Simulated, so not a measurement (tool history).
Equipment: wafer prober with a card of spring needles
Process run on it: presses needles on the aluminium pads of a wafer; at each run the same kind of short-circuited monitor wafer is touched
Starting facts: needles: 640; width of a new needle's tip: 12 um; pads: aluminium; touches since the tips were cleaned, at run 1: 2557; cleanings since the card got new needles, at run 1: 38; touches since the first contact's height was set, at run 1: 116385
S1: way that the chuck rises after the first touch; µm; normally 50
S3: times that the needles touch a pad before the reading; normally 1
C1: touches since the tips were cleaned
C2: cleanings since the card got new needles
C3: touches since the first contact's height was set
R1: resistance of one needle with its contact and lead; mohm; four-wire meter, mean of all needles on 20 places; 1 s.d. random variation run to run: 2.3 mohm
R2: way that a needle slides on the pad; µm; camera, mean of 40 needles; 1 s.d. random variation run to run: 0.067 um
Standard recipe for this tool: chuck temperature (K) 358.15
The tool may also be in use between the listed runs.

run 1 day=0 | S1=50 chuck_temperature_(K)=358.15 S3=1 | C1=2557 C2=38 C3=116385 | R1=294 R2=10.23
-- day=0.042 tips cleaned on abrasive film
-- day=0.546 tips cleaned on abrasive film
run 2 day=0.588 | S1=50 chuck_temperature_(K)=322.15 S3=1 | C1=219 C2=40 C3=119556 | R1=255 R2=10.21
-- day=1.079 tips cleaned on abrasive film
run 3 day=1.079 | S1=50 chuck_temperature_(K)=322.15 S3=1 | C1=0 C2=41 C3=122238 | R1=249 R2=10.19
-- day=1.608 tips cleaned on abrasive film
run 4 day=1.629 | S1=50 chuck_temperature_(K)=322.15 S3=1 | C1=120 C2=42 C3=125222 | R1=254 R2=10.26
run 5 day=2.017 | S1=50 chuck_temperature_(K)=322.15 S3=1 | C1=2260 C2=42 C3=127362 | R1=281 R2=10.14
-- day=2.154 tips cleaned on abrasive film
run 6 day=2.579 | S1=50 chuck_temperature_(K)=322.15 S3=1 | C1=2331 C2=43 C3=130408 | R1=288 R2=10.25
-- day=2.688 tips cleaned on abrasive film
run 7 day=3.096 | S1=50 chuck_temperature_(K)=322.15 S3=1 | C1=2248 C2=44 C3=133223 | R1=277 R2=10.11
-- day=3.212 tips cleaned on abrasive film
-- day=3.733 tips cleaned on abrasive film
run 8 day=3.867 | S1=36 chuck_temperature_(K)=322.15 S3=1 | C1=737 C2=46 C3=137402 | R1=280 R2=7.15
-- day=4.25 tips cleaned on abrasive film
run 9 day=4.262 | S1=50 chuck_temperature_(K)=358.15 S3=1 | C1=65 C2=47 C3=139549 | R1=262 R2=10.08
-- day=4.792 tips cleaned on abrasive film
run 10 day=4.971 | S1=50 chuck_temperature_(K)=358.15 S3=2 | C1=973 C2=48 C3=143405 | R1=269 R2=10.06
-- day=5.346 tips cleaned on abrasive film
run 11 day=5.717 | S1=50 chuck_temperature_(K)=358.15 S3=2 | C1=2030 C2=49 C3=147484 | R1=273 R2=10.13
-- day=5.85 tips cleaned on abrasive film
run 12 day=6.275 | S1=50 chuck_temperature_(K)=358.15 S3=1 | C1=2329 C2=50 C3=150526 | R1=288 R2=10.19
-- day=6.388 tips cleaned on abrasive film
-- day=6.917 tips cleaned on abrasive film
run 13 day=6.975 | S1=50 chuck_temperature_(K)=358.15 S3=1 | C1=327 C2=52 C3=154321 | R1=264 R2=10.05
-- day=7.475 tips cleaned on abrasive film
run 14 day=7.529 | S1=50 chuck_temperature_(K)=358.15 S3=1 | C1=303 C2=53 C3=157332 | R1=262 R2=10.15
run 15 day=7.858 | S1=50 chuck_temperature_(K)=358.15 S3=1 | C1=2099 C2=53 C3=159128 | R1=293 R2=10.05
-- day=7.992 tips cleaned on abrasive film
run 16 day=8.283 | S1=50 chuck_temperature_(K)=358.15 S3=1 | C1=1601 C2=54 C3=161436 | R1=281 R2=10.07
-- day=8.496 tips cleaned on abrasive film
run 17 day=8.996 | S1=50 chuck_temperature_(K)=358.15 S3=1 | C1=2725 C2=55 C3=165317 | R1=297 R2=9.94
-- day=9.046 tips cleaned on abrasive film
-- day=9.479 height of the first contact set anew
-- day=9.592 tips cleaned on abrasive film
run 18 day=9.625 | S1=45 chuck_temperature_(K)=397.15 S3=1 | C1=181 C2=57 C3=779 | R1=279 R2=9.64
-- day=10.129 tips cleaned on abrasive film
run 19 day=10.408 | S1=45 chuck_temperature_(K)=397.15 S3=1 | C1=1519 C2=58 C3=5042 | R1=293 R2=9.68
-- day=10.638 tips cleaned on abrasive film
run 20 day=10.904 | S1=32 chuck_temperature_(K)=358.15 S3=1 | C1=1462 C2=59 C3=7737 | R1=317 R2=6.84
-- day=11.175 tips cleaned on abrasive film
run 21 day=11.567 | S1=32 chuck_temperature_(K)=358.15 S3=1 | C1=2147 C2=60 C3=11357 | R1=325 R2=6.81
-- day=11.7 tips cleaned on abrasive film
run 22 day=12.121 | S1=69 chuck_temperature_(K)=324.15 S3=1 | C1=2302 C2=61 C3=14365 | R1=265 R2=14.75
-- day=12.242 tips cleaned on abrasive film
-- day=12.808 tips cleaned on abrasive film
run 23 day=12.9 | S1=49 chuck_temperature_(K)=311.15 S3=2 | C1=507 C2=63 C3=18591 | R1=251 R2=10.44
run 24 day=13.288 | S1=31 chuck_temperature_(K)=368.15 S3=3 | C1=2641 C2=63 C3=20725 | R1=293 R2=6.52
-- day=13.342 tips cleaned on abrasive film
run 25 day=13.733 | S1=38 chuck_temperature_(K)=368.15 S3=2 | C1=2152 C2=64 C3=23140 | R1=291 R2=8.11
-- day=13.85 tips cleaned on abrasive film
run 26 day=14.333 | S1=50 chuck_temperature_(K)=358.15 S3=1 | C1=2657 C2=65 C3=26409 | R1=293 R2=10.66
-- day=14.375 tips cleaned on abrasive film
-- day=14.908 tips cleaned on abrasive film
run 27 day=15.038 | S1=38 chuck_temperature_(K)=358.15 S3=1 | C1=706 C2=67 C3=30227 | R1=284 R2=8.03
run 28 day=15.404 | S1=47 chuck_temperature_(K)=307.15 S3=1 | C1=2701 C2=67 C3=32222 | R1=287 R2=9.96
-- day=15.446 tips cleaned on abrasive film
-- day=15.954 tips cleaned on abrasive film
run 29 day=15.992 | S1=50 chuck_temperature_(K)=308.15 S3=1 | C1=205 C2=69 C3=35414 | R1=247 R2=10.67
run 30 day=16.412 | S1=50 chuck_temperature_(K)=308.15 S3=1 | C1=2507 C2=69 C3=37716 | R1=280 R2=10.7
-- day=16.475 tips cleaned on abrasive film
run 31 day=16.779 | S1=50 chuck_temperature_(K)=349.15 S3=1 | C1=1651 C2=70 C3=39694 | R1=281 R2=10.59

Expected results for the next run?
-- day=16.979 tips cleaned on abrasive film
run 32 day=17.179 | S1=41 chuck_temperature_(K)=306.15 S3=1 | C1=1099 C2=71 C3=41880 | R1=? R2=?

R1: 270 mohm
R2: 8.65 µm
Minus the tool's unlogged condition, the same run would have read R1 243 mohm, R2 8.84 µm.
